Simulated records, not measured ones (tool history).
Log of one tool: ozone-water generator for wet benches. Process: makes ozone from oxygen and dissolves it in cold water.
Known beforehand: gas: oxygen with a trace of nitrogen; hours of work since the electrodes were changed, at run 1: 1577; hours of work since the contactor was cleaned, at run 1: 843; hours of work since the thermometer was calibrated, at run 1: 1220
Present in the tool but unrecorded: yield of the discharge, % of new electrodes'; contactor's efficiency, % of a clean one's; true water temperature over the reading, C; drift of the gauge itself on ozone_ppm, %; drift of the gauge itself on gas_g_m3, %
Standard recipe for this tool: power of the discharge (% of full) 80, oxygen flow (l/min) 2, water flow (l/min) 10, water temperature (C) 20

| run | day | power of the discharge (% of full) | oxygen flow (l/min) | water flow (l/min) | water temperature (C) | hours of work since the electrodes were changed | hours of work since the contactor was cleaned | hours of work since the thermometer was calibrated | dissolved ozone (ppm) | ozone in the gas ahead of the water (g/m3) |
|---|---|---|---|---|---|---|---|---|---|---|
| 1 | 0 | 80 | 2 | 10 | 20 | 1577 | 843 | 1220 | 23.1 | 264.9 |
| 2 | 2 | 80 | 2 | 10 | 20 | 1622 | 888 | 1266 | 23.1 | 262.4 |
| 3 | 4.708 | 80 | 2 | 10 | 20 | 1684 | 949 | 1327 | 22.9 | 264.5 |
| 4 | 6.333 | 63 | 2 | 10 | 20 | 1721 | 986 | 1364 | 20.5 | 231.8 |
| 5 | 10.133 | 80 | 2 | 10 | 14 | 1807 | 1072 | 1450 | 25 | 264.1 |
| 6 | 12.038 | 80 | 2 | 10 | 21 | 1850 | 1116 | 1493 | 22.8 | 261.5 |
| 7 | 14.092 | 80 | 2 | 10 | 21 | 1897 | 1162 | 1540 | 22.7 | 261.3 |
| 8 | 17.912 | 80 | 2 | 10 | 21 | 1983 | 1249 | 1626 | 22.7 | 262.7 |
| 9 | 19.667 | 80 | 2 | 10 | 21 | 2023 | 1289 | 1666 | 22.8 | 259.4 |

Run 10 is up next; what results do you expect?
| 10 | 22.588 | 61 | 1.58 | 10 | 20 | 2089 | 1355 | 1732 | ? | ? |

{"run 10": {"dissolved ozone (ppm)": 19, "ozone in the gas ahead of the water (g/m3)": 254.3}}
On a tool with no hidden condition, and with the same random variation, this run would have come out at dissolved ozone (ppm) 19.9, ozone in the gas ahead of the water (g/m3) 262.7.
